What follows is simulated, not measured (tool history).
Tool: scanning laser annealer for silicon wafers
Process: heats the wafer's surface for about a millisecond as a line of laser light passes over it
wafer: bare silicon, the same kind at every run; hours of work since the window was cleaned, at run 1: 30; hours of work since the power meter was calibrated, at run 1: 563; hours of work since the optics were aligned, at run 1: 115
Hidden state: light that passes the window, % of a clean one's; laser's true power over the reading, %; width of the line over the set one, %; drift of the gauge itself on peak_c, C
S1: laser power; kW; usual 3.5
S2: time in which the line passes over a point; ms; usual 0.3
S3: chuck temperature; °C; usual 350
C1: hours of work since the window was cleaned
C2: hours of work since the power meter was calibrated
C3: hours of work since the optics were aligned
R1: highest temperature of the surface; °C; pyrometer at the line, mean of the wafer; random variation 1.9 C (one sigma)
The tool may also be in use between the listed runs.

run,hour,S1,S2,S3,C1,C2,C3,R1
1,0,3.5,0.3,350,30,563,115,1154
2,17,3.5,0.3,350,41,573,125,1158
3,34.3,3.5,0.3,350,52,584,136,1161
4,58,3.5,0.377,350,67,599,151,1261
5,79.3,3.5,0.377,350,80,613,165,1261
6,102.6,3.5,0.3,350,95,628,180,1159
7,113.3,3.5,0.3,350,102,634,186,1157
8,139.8,3.5,0.3,350,118,651,203,1158
9,152.5,3.5,0.3,350,126,659,211,1160
10,163.1,3.692,0.324,330,133,666,218,1229
11,183.1,3.5,0.237,350,146,679,231,1063
12,195.4,3.256,0.316,312,154,686,238,1065
13,206.6,3.256,0.281,336,161,693,245,1048
14,217.4,3.341,0.224,350,167,700,252,1004
15,229.1,3.734,0.292,350,175,708,260,1215
16,241.2,3.337,0.255,325,182,715,267,1021

5 ways to go on from here, each from the tool as it stands after run 16. What would each give?
A,260.9,3.765,0.3,321,195,728,280,?
B,260.9,3.259,0.255,375,195,728,280,?
C,260.9,3.543,0.244,357,195,728,280,?
D,260.9,3.787,0.255,386,195,728,280,?
E,260.9,3.032,0.213,325,195,728,280,?

run,R1
A,1206
B,1049
C,1094
D,1210
E,887
Without the tool's hidden state the same runs would have given:
run,R1
A,1206
B,1049
C,1094
D,1210
E,887
